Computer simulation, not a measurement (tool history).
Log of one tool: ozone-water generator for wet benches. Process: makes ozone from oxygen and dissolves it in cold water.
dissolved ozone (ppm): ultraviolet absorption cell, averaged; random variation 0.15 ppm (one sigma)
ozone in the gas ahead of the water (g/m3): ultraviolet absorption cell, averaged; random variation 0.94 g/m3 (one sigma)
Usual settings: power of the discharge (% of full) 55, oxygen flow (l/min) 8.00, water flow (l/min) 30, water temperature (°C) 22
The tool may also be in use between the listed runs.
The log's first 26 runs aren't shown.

run,hour,power of the discharge (% of full),oxygen flow (l/min),water flow (l/min),water temperature (°C),hours of work since the electrodes were changed,hours of work since the contactor was cleaned,hours of work since the thermometer was calibrated,dissolved ozone (ppm),ozone in the gas ahead of the water (g/m3)
27,1934.1,55,5.58,31,28,2993,1341,5594,16.1,189.7
28,1998.1,55,5.58,31,28,3043,1391,5644,16.2,188.1
29,2068.1,55,5.58,31,28,3099,1446,5699,16.3,187.7
30,2140.1,47,6.50,44,22,3155,1503,5756,11.8,152.8
# hour 2164.2: water thermometer calibrated
31,2190.2,61,11.07,29,20,3194,1542,20,20.1,138.5
32,2244.6,84,7.71,30,22,3237,1585,63,24.8,218.9
33,2312.3,84,7.71,30,22,3290,1638,116,25.1,218.2
34,2375.0,46,8.42,24,18,3339,1687,166,18.9,131.1

Forecast each of these 3 alternatives for the next run:
A,2426.7,91,8.00,30,25,3380,1728,206,?,?
B,2426.7,78,7.20,45,18,3380,1728,206,?,?
C,2426.7,67,7.77,30,22,3380,1728,206,?,?

run,dissolved ozone (ppm),ozone in the gas ahead of the water (g/m3)
A,25.2,227.0
B,18.1,212.7
C,21.0,183.0
Without the tool's hidden state the same runs would have given:
run,dissolved ozone (ppm),ozone in the gas ahead of the water (g/m3)
A,27.0,240.7
B,19.3,224.3
C,22.2,191.8

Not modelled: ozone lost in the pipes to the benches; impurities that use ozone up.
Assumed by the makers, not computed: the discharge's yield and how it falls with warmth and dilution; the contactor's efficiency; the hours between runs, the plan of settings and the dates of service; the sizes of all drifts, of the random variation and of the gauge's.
